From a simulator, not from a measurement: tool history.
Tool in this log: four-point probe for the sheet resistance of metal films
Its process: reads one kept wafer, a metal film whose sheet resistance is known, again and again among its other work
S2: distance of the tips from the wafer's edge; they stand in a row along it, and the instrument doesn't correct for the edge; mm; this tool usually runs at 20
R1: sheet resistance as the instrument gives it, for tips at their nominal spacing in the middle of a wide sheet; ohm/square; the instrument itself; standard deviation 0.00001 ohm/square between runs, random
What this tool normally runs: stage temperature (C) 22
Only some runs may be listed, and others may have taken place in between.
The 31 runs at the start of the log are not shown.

Run 32, hour 392.9: usual settings but stage temperature (C) 34, S2 6 mm. Result: R1 0.052729 ohm/square.
Run 33, hour 402.5: usual settings but stage temperature (C) 19, S2 10 mm. Result: R1 0.05258 ohm/square.
Run 34, hour 418.4: usual settings but stage temperature (C) 34, S2 16 mm. Result: R1 0.051697 ohm/square.
Run 35, hour 427.1: usual settings but stage temperature (C) 20. Result: R1 0.052199 ohm/square.
Run 36, hour 439.1: usual settings but S2 52 mm. Result: R1 0.052024 ohm/square.
Run 37, hour 454.7: usual settings but stage temperature (C) 28, S2 12 mm. Result: R1 0.052056 ohm/square.
Run 38, hour 465.4: usual settings but stage temperature (C) 34, S2 3 mm. Result: R1 0.056002 ohm/square.
Run 39, hour 484: usual settings but stage temperature (C) 31. Result: R1 0.051729 ohm/square.
Run 40, hour 492.1: usual settings but stage temperature (C) 31. Result: R1 0.051732 ohm/square.
Run 41, hour 505.2: usual settings but stage temperature (C) 31. Result: R1 0.051739 ohm/square.
Run 42, hour 521.2: usual settings but stage temperature (C) 19, S2 29 mm. Result: R1 0.052189 ohm/square.
Run 43, hour 529.3: usual settings but stage temperature (C) 34, S2 16 mm. Result: R1 0.051673 ohm/square.
Run 44, hour 540.9: usual settings but stage temperature (C) 34, S2 16 mm. Result: R1 0.051674 ohm/square.

Alternative continuations, all from the tool just after run 44; predict every row:
Run A, hour 555.5: usual settings but stage temperature (C) 34, S2 5 mm. Result: R1 ?.
Run B, hour 555.5: usual settings but stage temperature (C) 31, S2 27 mm. Result: R1 ?.
Run C, hour 555.5: usual settings but stage temperature (C) 33, S2 4 mm. Result: R1 ?.

run        R1
  A  0.053242
  B  0.051676
  C  0.054187
Stripped of hidden state, with their random variation kept, the same runs would have yielded:
run        R1
  A  0.053597
  B  0.052021
  C  0.054547
